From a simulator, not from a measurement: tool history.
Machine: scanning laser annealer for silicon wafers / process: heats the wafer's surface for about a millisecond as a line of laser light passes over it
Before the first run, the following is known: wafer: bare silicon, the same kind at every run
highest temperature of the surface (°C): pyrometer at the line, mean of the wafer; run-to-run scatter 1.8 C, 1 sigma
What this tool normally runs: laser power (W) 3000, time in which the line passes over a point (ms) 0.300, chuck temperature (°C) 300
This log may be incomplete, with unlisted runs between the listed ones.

run,day,laser power (W),time in which the line passes over a point (ms),chuck temperature (°C),highest temperature of the surface (°C)
1,0.000,3000,0.300,300,982
2,2.875,3000,0.300,300,980
# day 3.883: window over the wafer cleaned
3,5.442,3000,0.300,300,966
4,8.112,3000,0.321,300,991
5,12.133,3000,0.300,300,964
6,14.188,3000,0.300,270,932
7,18.267,3000,0.300,300,957
# day 18.850: optics aligned, line set to its width
# day 20.204: window over the wafer cleaned, once more
8,22.129,3000,0.300,300,1031
9,24.617,3240,0.300,300,1093
10,26.708,3240,0.300,300,1091
11,28.421,3000,0.243,300,946
12,32.092,3000,0.243,300,945
13,35.683,3000,0.243,300,939
14,37.983,3000,0.243,300,934
15,41.633,3000,0.300,288,997
16,43.558,3000,0.300,300,1010
17,47.654,3000,0.228,300,904
18,49.525,3000,0.228,300,905
19,52.529,3000,0.300,300,999
20,56.646,3000,0.300,300,999
21,59.862,3000,0.300,300,994
22,61.850,3000,0.285,296,970
23,65.954,2938,0.300,307,977
24,69.033,2679,0.290,281,872
# day 71.188: window over the wafer cleaned
25,72.833,2679,0.290,281,906
26,76.817,2679,0.249,281,850
27,78.842,2679,0.249,281,849
28,80.604,2679,0.249,281,849
29,82.454,2995,0.273,290,971
30,84.788,2995,0.273,290,962
31,87.033,3137,0.273,290,1001
32,89.675,3184,0.226,326,975
33,92.012,3078,0.300,300,1025
34,94.888,2863,0.217,271,828
35,97.854,3000,0.314,261,980
36,100.125,3000,0.373,261,1047
37,104.242,2789,0.215,290,823
38,106.000,2789,0.215,290,821
# day 108.938: optics aligned, line set to its width
39,109.017,2789,0.321,290,962
40,112.900,2551,0.323,320,926
41,115.238,2551,0.323,320,923

Same runs, no hidden state in the tool, same run-to-run variation:
Hidden state at play: light that passes the window, % of a clean one's; laser's true power over the reading, %; width of the line over the set one, %; drift of the gauge itself on peak_c, C.
run,highest temperature of the surface (°C)
1,1032
2,1032
3,1029
4,1059
5,1034
6,1003
7,1032
8,1032
9,1098
10,1097
11,953
12,954
13,952
14,948
15,1016
16,1032
17,926
18,928
19,1029
20,1032
21,1030
22,1007
23,1018
24,911
25,913
26,860
27,860
28,861
29,988
30,980
31,1022
32,997
33,1051
34,850
35,1012
36,1084
37,850
38,850
39,989
40,954
41,954
